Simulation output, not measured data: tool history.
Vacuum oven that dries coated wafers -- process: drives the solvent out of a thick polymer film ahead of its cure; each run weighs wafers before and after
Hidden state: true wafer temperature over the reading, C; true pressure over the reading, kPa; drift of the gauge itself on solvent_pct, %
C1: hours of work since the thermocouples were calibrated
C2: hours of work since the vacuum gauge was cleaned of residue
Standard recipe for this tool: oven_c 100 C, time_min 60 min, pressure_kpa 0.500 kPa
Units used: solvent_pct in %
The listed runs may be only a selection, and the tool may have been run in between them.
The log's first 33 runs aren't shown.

run 34 hour=2195.0 | oven_c=109 time_min=33 pressure_kpa=0.304 | C1=520 C2=482 | solvent_pct=4.20
run 35 hour=2280.0 | oven_c=88 time_min=59 pressure_kpa=1.094 | C1=580 C2=542 | solvent_pct=7.09
run 36 hour=2368.9 | oven_c=102 time_min=60 pressure_kpa=0.544 | C1=643 C2=605 | solvent_pct=2.71
run 37 hour=2426.8 | oven_c=100 time_min=81 pressure_kpa=0.334 | C1=684 C2=646 | solvent_pct=1.75
run 38 hour=2516.2 | oven_c=101 time_min=60 pressure_kpa=1.541 | C1=747 C2=709 | solvent_pct=3.56
run 39 hour=2555.6 | oven_c=96 time_min=34 pressure_kpa=0.833 | C1=774 C2=737 | solvent_pct=7.96
run 40 hour=2634.7 | oven_c=106 time_min=60 pressure_kpa=0.285 | C1=830 C2=793 | solvent_pct=1.85
run 41 hour=2675.0 | oven_c=106 time_min=60 pressure_kpa=0.285 | C1=859 C2=821 | solvent_pct=1.85
run 42 hour=2731.6 | oven_c=100 time_min=55 pressure_kpa=0.656 | C1=899 C2=861 | solvent_pct=3.68
run 43 hour=2786.2 | oven_c=112 time_min=60 pressure_kpa=0.500 | C1=937 C2=899 | solvent_pct=1.19
run 44 hour=2877.0 | oven_c=112 time_min=60 pressure_kpa=0.500 | C1=1001 C2=964 | solvent_pct=1.13
run 45 hour=2915.6 | oven_c=112 time_min=60 pressure_kpa=0.500 | C1=1028 C2=991 | solvent_pct=1.21
-- hour=2936.7 oven's thermocouples calibrated
run 46 hour=2992.4 | oven_c=112 time_min=36 pressure_kpa=0.500 | C1=39 C2=1044 | solvent_pct=3.36
-- hour=3037.7 vacuum gauge cleaned of residue and calibrated
run 47 hour=3062.3 | oven_c=92 time_min=39 pressure_kpa=0.378 | C1=88 C2=17 | solvent_pct=8.11

Consider 4 possible next runs. They are alternatives, not a sequence: every one starts from the tool as it was left by run 47. What does each give?
run A hour=3141.4 | oven_c=92 time_min=38 pressure_kpa=0.378 | C1=143 C2=73 | solvent_pct=?
run B hour=3141.4 | oven_c=100 time_min=60 pressure_kpa=0.292 | C1=143 C2=73 | solvent_pct=?
run C hour=3141.4 | oven_c=92 time_min=39 pressure_kpa=0.276 | C1=143 C2=73 | solvent_pct=?
run D hour=3141.4 | oven_c=100 time_min=60 pressure_kpa=0.354 | C1=143 C2=73 | solvent_pct=?

run=A solvent_pct=8.15
run=B solvent_pct=2.92
run=C solvent_pct=7.94
run=D solvent_pct=2.96
What these runs would have given with no unlogged condition in the tool:
run=A solvent_pct=8.17
run=B solvent_pct=2.92
run=C solvent_pct=7.96
run=D solvent_pct=2.96
